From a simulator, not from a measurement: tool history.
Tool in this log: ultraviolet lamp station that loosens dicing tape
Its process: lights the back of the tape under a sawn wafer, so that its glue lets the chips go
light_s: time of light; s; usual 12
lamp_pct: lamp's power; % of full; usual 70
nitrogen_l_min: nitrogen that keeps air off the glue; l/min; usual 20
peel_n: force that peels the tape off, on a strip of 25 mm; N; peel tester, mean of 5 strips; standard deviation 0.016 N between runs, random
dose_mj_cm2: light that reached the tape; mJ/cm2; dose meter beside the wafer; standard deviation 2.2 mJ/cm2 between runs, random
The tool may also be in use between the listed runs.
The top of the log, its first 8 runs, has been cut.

run,hour,light_s,lamp_pct,nitrogen_l_min,peel_n,dose_mj_cm2
# hour 144.4: lamp changed
9,159.8,12,70,28,0.663,178
10,172.1,12,70,28,0.681,178
11,189.2,12,70,20,0.843,175
12,205.9,12,70,20,0.869,172
13,219.7,12,70,20,0.855,173
14,231.9,12,70,20,0.86,174
15,243.4,12,70,20,0.935,172
16,258.1,12,70,20,0.919,171
17,270,12,70,20,0.898,168
18,296,12,70,20,0.943,166
19,308.3,15,89,34,0.286,268
20,335.7,12,95,23,0.492,221
21,348.5,7,61,20,2.237,85
# hour 364.2: window cleaned of glue's vapour
22,369,12,61,16,1.393,139
23,387.6,12,61,16,1.409,137
# hour 405.7: window cleaned of glue's vapour, once more
24,411.1,12,61,16,1.273,149
25,426.7,10,74,20,1.099,154
26,439.2,10,70,20,1.179,142
27,453.6,10,70,20,1.226,147

Expected results for the next run?
28,476,13,61,27,?,?

Run 28 measured peel_n 0.842 N, dose_mj_cm2 161 mJ/cm2.
If the tool had no hidden condition, the same run with the same run-to-run variation would have returned peel_n 0.673 N, dose_mj_cm2 183 mJ/cm2.

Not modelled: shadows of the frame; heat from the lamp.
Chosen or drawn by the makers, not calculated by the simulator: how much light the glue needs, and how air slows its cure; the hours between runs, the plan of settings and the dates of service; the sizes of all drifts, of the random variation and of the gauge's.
